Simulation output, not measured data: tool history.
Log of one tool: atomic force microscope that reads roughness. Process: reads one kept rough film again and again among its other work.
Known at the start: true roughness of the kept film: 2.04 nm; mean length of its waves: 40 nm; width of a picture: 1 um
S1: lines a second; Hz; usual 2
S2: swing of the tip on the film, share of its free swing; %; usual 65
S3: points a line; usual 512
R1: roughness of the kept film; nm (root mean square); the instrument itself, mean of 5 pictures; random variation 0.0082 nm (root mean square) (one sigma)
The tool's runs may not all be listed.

| run | day | S1 | S2 | S3 | R1 |
|---|---|---|---|---|---|
| 1 | 0.000 | 2 | 65 | 512 | 1.791 |
| 2 | 1.250 | 2 | 86 | 512 | 1.546 |
| 3 | 3.812 | 2 | 86 | 512 | 1.539 |
|  | 5.158 | new tip fitted |
| 4 | 6.017 | 2 | 86 | 512 | 1.556 |
| 5 | 7.838 | 2 | 65 | 512 | 1.779 |
| 6 | 9.092 | 2 | 65 | 512 | 1.779 |
| 7 | 10.712 | 2 | 65 | 512 | 1.789 |
|  | 11.196 | new tip fitted |
| 8 | 12.317 | 2 | 65 | 512 | 1.769 |
| 9 | 14.875 | 2 | 65 | 342 | 1.777 |

Forecast run 10:
| 10 | 16.288 | 2 | 68 | 313 | ? |

Run 10 gave R1 1.744 nm (root mean square).
Without the tool's hidden state the same run would have given R1 1.750 nm (root mean square).

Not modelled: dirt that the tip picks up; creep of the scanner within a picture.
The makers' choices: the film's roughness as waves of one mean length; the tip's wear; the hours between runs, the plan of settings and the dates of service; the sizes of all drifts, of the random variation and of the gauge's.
